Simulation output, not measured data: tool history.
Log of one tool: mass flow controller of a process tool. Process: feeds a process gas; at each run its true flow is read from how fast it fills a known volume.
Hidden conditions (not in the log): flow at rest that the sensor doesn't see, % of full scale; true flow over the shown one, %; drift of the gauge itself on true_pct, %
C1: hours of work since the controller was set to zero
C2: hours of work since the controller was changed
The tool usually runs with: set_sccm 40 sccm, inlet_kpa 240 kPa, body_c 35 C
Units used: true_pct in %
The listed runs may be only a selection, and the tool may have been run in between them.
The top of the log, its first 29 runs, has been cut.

{"run": 30, "hour": 4816.4, "set_sccm": 34, "inlet_kpa": 240, "body_c": 37, "C1": 5179, "C2": 5179, "true_pct": 101.3}
{"run": 31, "hour": 4934.5, "set_sccm": 16, "inlet_kpa": 240, "body_c": 32, "C1": 5262, "C2": 5262, "true_pct": 103.97}
{"run": 32, "hour": 5099.3, "set_sccm": 16, "inlet_kpa": 240, "body_c": 32, "C1": 5379, "C2": 5379, "true_pct": 104.03}
{"run": 33, "hour": 5306.6, "set_sccm": 25, "inlet_kpa": 202, "body_c": 20, "C1": 5525, "C2": 5525, "true_pct": 102.73}
{"run": 34, "hour": 5547.4, "set_sccm": 30, "inlet_kpa": 267, "body_c": 27, "C1": 5696, "C2": 5696, "true_pct": 102.09}
{"hour": 5568.7, "done": "controller's zero set anew"}
{"run": 35, "hour": 5780.5, "set_sccm": 30, "inlet_kpa": 267, "body_c": 27, "C1": 150, "C2": 5860, "true_pct": 99.31}
{"run": 36, "hour": 5951.1, "set_sccm": 40, "inlet_kpa": 240, "body_c": 26, "C1": 271, "C2": 5981, "true_pct": 99.5}
{"run": 37, "hour": 6064.0, "set_sccm": 12, "inlet_kpa": 239, "body_c": 33, "C1": 350, "C2": 6061, "true_pct": 98.89}
{"run": 38, "hour": 6295.1, "set_sccm": 95, "inlet_kpa": 211, "body_c": 33, "C1": 514, "C2": 6224, "true_pct": 100.65}
{"run": 39, "hour": 6505.9, "set_sccm": 95, "inlet_kpa": 211, "body_c": 33, "C1": 663, "C2": 6373, "true_pct": 100.7}
{"run": 40, "hour": 6651.3, "set_sccm": 95, "inlet_kpa": 211, "body_c": 33, "C1": 766, "C2": 6476, "true_pct": 100.72}
{"run": 41, "hour": 6750.6, "set_sccm": 16, "inlet_kpa": 256, "body_c": 38, "C1": 836, "C2": 6547, "true_pct": 99.21}
{"run": 42, "hour": 6917.9, "set_sccm": 16, "inlet_kpa": 187, "body_c": 30, "C1": 954, "C2": 6665, "true_pct": 99.67}
{"run": 43, "hour": 7065.4, "set_sccm": 16, "inlet_kpa": 190, "body_c": 30, "C1": 1059, "C2": 6769, "true_pct": 99.64}

What does the tool deliver on the next run?
{"run": 44, "hour": 7209.2, "set_sccm": 40, "inlet_kpa": 212, "body_c": 35, "C1": 1161, "C2": 6871, "true_pct": "?"}

{"run 44": {"true_pct": 99.49}}
With the hidden condition absent and the run-to-run variation left alone, this run would have shown true_pct 97.89 %.
